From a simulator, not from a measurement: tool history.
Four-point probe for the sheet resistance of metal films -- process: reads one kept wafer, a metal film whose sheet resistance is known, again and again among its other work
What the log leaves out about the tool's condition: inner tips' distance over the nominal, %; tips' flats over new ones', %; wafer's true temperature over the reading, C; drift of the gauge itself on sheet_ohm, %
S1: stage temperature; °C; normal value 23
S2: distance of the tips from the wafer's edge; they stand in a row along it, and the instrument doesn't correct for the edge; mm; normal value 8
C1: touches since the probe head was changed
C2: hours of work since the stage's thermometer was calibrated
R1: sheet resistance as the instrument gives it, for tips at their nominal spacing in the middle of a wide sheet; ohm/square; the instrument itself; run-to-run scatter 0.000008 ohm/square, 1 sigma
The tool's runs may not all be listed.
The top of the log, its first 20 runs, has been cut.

run   hour  S1  S2    C1    C2        R1
 21  279.7  23   8  6340  1063  0.040227
 22  291.0  28  27  6470  1069  0.039936
 23  305.0  28  27  6631  1076  0.039945
 24  317.1  28  27  6771  1083  0.039939
 25  330.0  29   8  6919  1089  0.040238
 26  338.9  29  24  7021  1094  0.039948
 27  348.0  29  24  7127  1099  0.039941
 28  358.5  18  20  7247  1104  0.039942
 29  376.7  18  20  7457  1113  0.039953
 30  390.9  27  34  7620  1120  0.039933
 31  409.4  26  20  7834  1130  0.039963
 32  425.5  35   7  8020  1138  0.040344
 33  444.7  35   7  8241  1148  0.040337
 34  460.9  24  74  8427  1156  0.039904
 35  475.4  26  45  8594  1164  0.039913
 36  489.8  21  16  8761  1171  0.039973
 37  498.3  21  16  8858  1176  0.039981
 38  514.5  25  10  9045  1184  0.040103
 39  531.1  26  60  9236  1192  0.039919
 40  540.8  22  43  9348  1197  0.039912
 41  556.8  29  24  9532  1206  0.039943

3 options for the next run, each taken on its own from the tool as it stands now. Forecast them:
  A  570.1  19  65  9686  1212   ?
  B  570.1  24  24  9686  1212   ?
  C  570.1  19   5  9686  1212   ?

run        R1
  A  0.039891
  B  0.039936
  C  0.040749
Take away the tool's hidden state, keep each run's random variation, and the runs would have read:
run        R1
  A  0.039891
  B  0.039936
  C  0.040749

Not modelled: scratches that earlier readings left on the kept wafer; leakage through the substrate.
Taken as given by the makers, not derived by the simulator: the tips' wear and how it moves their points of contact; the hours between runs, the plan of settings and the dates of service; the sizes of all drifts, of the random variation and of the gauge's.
